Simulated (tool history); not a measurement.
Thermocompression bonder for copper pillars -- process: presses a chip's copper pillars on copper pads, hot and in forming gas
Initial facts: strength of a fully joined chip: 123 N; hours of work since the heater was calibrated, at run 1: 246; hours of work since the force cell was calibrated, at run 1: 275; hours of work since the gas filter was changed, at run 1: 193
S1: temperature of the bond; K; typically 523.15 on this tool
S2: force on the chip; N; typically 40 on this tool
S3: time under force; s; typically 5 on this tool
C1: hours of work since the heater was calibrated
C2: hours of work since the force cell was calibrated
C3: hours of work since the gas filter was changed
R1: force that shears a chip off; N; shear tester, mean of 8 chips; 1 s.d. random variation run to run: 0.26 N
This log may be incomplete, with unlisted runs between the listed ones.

run	day	S1	S2	S3	C1	C2	C3	R1
1	0	523.15	40	5	246	275	193	72.7
2	0.321	523.15	40	5	250	278	197	72.6
3	0.821	523.15	40	5	255	284	202	73.1
# day 1.112: forming gas filter changed
4	1.317	540.15	40	5	260	289	2	87.8
5	1.596	540.15	40	5	263	292	5	87.5
6	2.15	540.15	39	5	269	298	11	86.8
7	2.421	523.15	40	5	272	301	14	73.8
8	2.879	523.15	40	3	277	306	19	62.4
9	3.358	523.15	43	4	283	311	25	71.4
10	3.842	543.15	43	4	288	317	30	88.6
11	4.417	544.15	40	9	294	323	36	103.7
12	4.933	531.15	31	3	300	329	42	58.9
13	5.575	522.15	41	12	307	336	49	94.1
14	6.188	522.15	41	12	314	342	56	93.7
15	6.467	522.15	41	12	317	345	59	94.1

Some steps in R1, run to run, broken into two amounts with sign: the step expected even without the hidden condition (settings, incoming material, random variation), and the rest, left for the hidden condition together with whatever gauge scatter is not in both the measured and the hidden-condition-free result:
Hidden conditions of the tool in this case: true temperature of the bond over the reading, C; force that reaches the chip, % of what is set; oxide that the forming gas leaves, % of the face; drift of the gauge itself on shear_n, %.
Run 11 -> 12: S1 544.15 -> 531.15, S2 40 -> 31, S3 9 -> 3. R1 -44.8 N: hidden state -0.5, all else -44.3.
Run 12 -> 13: S1 531.15 -> 522.15, S2 31 -> 41, S3 3 -> 12. R1 +35.2 N: hidden state +0.6, all else +34.6.

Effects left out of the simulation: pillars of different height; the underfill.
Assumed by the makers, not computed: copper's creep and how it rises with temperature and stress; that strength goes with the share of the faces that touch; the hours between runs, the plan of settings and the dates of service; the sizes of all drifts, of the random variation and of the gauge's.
